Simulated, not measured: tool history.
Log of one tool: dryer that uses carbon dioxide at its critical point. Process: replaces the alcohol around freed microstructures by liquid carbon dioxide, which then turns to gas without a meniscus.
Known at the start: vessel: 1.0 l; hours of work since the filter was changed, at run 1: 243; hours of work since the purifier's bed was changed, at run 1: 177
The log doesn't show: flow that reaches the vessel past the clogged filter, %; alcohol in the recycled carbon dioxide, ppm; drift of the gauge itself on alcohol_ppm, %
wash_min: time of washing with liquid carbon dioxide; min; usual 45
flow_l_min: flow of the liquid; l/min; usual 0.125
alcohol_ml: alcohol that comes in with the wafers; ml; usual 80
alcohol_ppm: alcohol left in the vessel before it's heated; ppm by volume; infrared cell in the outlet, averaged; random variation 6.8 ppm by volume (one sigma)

run     day  wash_min  flow_l_min  alcohol_ml  hours of work since the filter was changed  hours of work since the purifier's bed was changed  alcohol_ppm
  1   0.000        45       0.125          80                                         243                                                 177          597
  2   0.429        45       0.125          80                                         250                                                 184          613
  3   0.858        45       0.125          80                                         257                                                 191          646
  4   1.162        45       0.125          80                                         262                                                 196          618
  5   1.458        45       0.125          55                                         267                                                 201          455
  6   1.708        45       0.125          80                                         271                                                 205          644
  7   2.175        45       0.125          80                                         278                                                 212          649
  8   2.442        45       0.125          80                                         283                                                 217          654
  9   2.688        45       0.166          80                                         287                                                 221          157
 10   2.946        45       0.166          80                                         291                                                 225          161
 11   3.500        45       0.125         100                                         300                                                 234          885
 12   4.046        45       0.125         100                                         309                                                 243          869
      4.342  -- inlet filter changed
 13   4.483        45       0.125         100                                           2                                                 249          441
 14   4.746        45       0.125         100                                           7                                                 254          438
 15   5.208        45       0.125          80                                          14                                                 261          362
 16   5.625        58       0.162          80                                          21                                                 268           61
 17   6.133        43       0.158         107                                          29                                                 276          187
 18   6.596        43       0.158         107                                          37                                                 284          178
 19   7.058        45       0.125         108                                          44                                                 291          514
 20   7.512        45       0.125         108                                          52                                                 299          528
 21   7.846        32       0.091          55                                          57                                                 304         3540
 22   8.346        32       0.091          55                                          65                                                 312         3600
 23   8.612        52       0.134          29                                          70                                                 316          109
 24   8.879        47       0.125          64                                          74                                                 321          300
 25   9.258        41       0.176          41                                          80                                                 327          102
 26   9.767        41       0.176          41                                          88                                                 335          109
 27  10.325        45       0.125          68                                          97                                                 344          394
 28  10.892        45       0.125          68                                         107                                                 354          401
 29  11.471        43       0.125          68                                         116                                                 363          510
 30  11.804        71       0.125          51                                         121                                                 368           93

Measured less the same run without the tool's hidden state. The same run-to-run variation is in both; the gauge's scatter may not be:
run  alcohol_ppm
  1         +288
  2         +306
  3         +329
  4         +321
  5         +243
  6         +341
  7         +348
  8         +351
  9         +113
 10         +114
 11         +488
 12         +489
 13          +58
 14          +62
 15          +66
 16          +52
 17          +66
 18          +69
 19         +109
 20         +119
 21         +322
 22         +360
 23          +69
 24         +104
 25          +72
 26          +72
 27         +137
 28         +146
 29         +176
 30          +77
